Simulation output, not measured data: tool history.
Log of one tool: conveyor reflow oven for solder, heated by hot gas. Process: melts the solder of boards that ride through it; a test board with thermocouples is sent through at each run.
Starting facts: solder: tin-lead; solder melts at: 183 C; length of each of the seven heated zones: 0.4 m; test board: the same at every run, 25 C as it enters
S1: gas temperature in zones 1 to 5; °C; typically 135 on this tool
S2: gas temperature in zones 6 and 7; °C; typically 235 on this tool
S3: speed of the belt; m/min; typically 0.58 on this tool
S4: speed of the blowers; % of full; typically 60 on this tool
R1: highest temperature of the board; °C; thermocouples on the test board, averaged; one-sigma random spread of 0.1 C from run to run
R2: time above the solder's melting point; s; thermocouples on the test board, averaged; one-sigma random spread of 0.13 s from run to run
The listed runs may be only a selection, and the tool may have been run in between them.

| run | hour | S1 | S2 | S3 | S4 | R1 | R2 |
|---|---|---|---|---|---|---|---|
| 1 | 0 | 135 | 235 | 0.58 | 60 | 211.9 | 54.9 |
| 2 | 80.9 | 139 | 235 | 0.58 | 60 | 212.5 | 56.9 |
| 3 | 165.7 | 135 | 235 | 0.58 | 60 | 213.7 | 57.1 |
| 4 | 235.6 | 135 | 230 | 0.58 | 60 | 209.5 | 52.8 |
| 5 | 281.5 | 135 | 230 | 0.58 | 60 | 209.5 | 52.8 |
| 6 | 346.1 | 135 | 235 | 0.58 | 60 | 213.5 | 56.8 |
| 7 | 406.4 | 135 | 235 | 0.58 | 60 | 213.4 | 56.6 |
| 8 | 474.9 | 135 | 232 | 0.58 | 60 | 210.8 | 54.1 |
| 9 | 544.2 | 135 | 232 | 0.58 | 60 | 210.8 | 53.9 |
| 10 | 642.7 | 127 | 237 | 0.581 | 62 | 215.3 | 56.7 |
| 11 | 720.7 | 127 | 237 | 0.581 | 62 | 215.3 | 56.5 |
| 12 | 786.3 | 127 | 237 | 0.581 | 62 | 215.1 | 56.3 |
| 13 | 861.5 | 148 | 237 | 0.658 | 62 | 214.3 | 54.1 |
| 14 | 939.4 | 128 | 235 | 0.481 | 60 | 218.8 | 72 |
| 15 | 1023 | 128 | 235 | 0.481 | 71 | 221.7 | 75.4 |
| 16 | 1104.1 | 125 | 232 | 0.584 | 84 | 217.3 | 57.5 |
| 17 | 1173.8 | 142 | 235 | 0.471 | 80 | 227 | 87.7 |
| 18 | 1211.3 | 135 | 225 | 0.656 | 60 | 201.9 | 36.6 |

Taken out of this log: 5 entries between the listed runs. Where each belongs, and how the hidden state differs across it:
Run 2 -> run 3: flux residue cleaned out of gas plates and filters (hour 132.3)
  heat that the gas passes to the board, % of a clean oven's: 93 -> 99.5; belt's true speed, % of the reading: 99.29 -> 99.24; true gas temperature in zones 6 and 7 over the reading, C: -0.09 -> 0.04
  difference, measured minus the result without the unlogged condition, R1: -1.8 -> +0.1 °C; R2: -1.7 -> +0.7 s
Run 9 -> run 10: belt drive overhauled, speed set with a stopwatch (hour 553.1); flux residue cleaned out of gas plates and filters (hour 619.8)
  heat that the gas passes to the board, % of a clean oven's: 94.8 -> 99.4; belt's true speed, % of the reading: 98.98 -> 98.25; true gas temperature in zones 6 and 7 over the reading, C: 0.67 -> 0.83
  difference, measured minus the result without the unlogged condition, R1: -0.5 -> +1.2 °C; R2: -0.3 -> +2.2 s
Run 12 -> run 13: belt drive overhauled, speed set with a stopwatch, once more (hour 841.9)
  heat that the gas passes to the board, % of a clean oven's: 97.7 -> 96.8; belt's true speed, % of the reading: 98.16 -> 100.16; true gas temperature in zones 6 and 7 over the reading, C: 1.07 -> 1.19
  difference, measured minus the result without the unlogged condition, R1: +0.9 -> -0.1 °C; R2: +1.8 -> -0.4 s
Run 15 -> run 16: flux residue cleaned out of gas plates and filters (hour 1102.1)
  heat that the gas passes to the board, % of a clean oven's: 94.9 -> 99.1; belt's true speed, % of the reading: 100.06 -> 100; true gas temperature in zones 6 and 7 over the reading, C: 1.46 -> 1.57
  difference, measured minus the result without the unlogged condition, R1: -0.1 -> +1.1 °C; R2: -0.5 -> +0.8 s
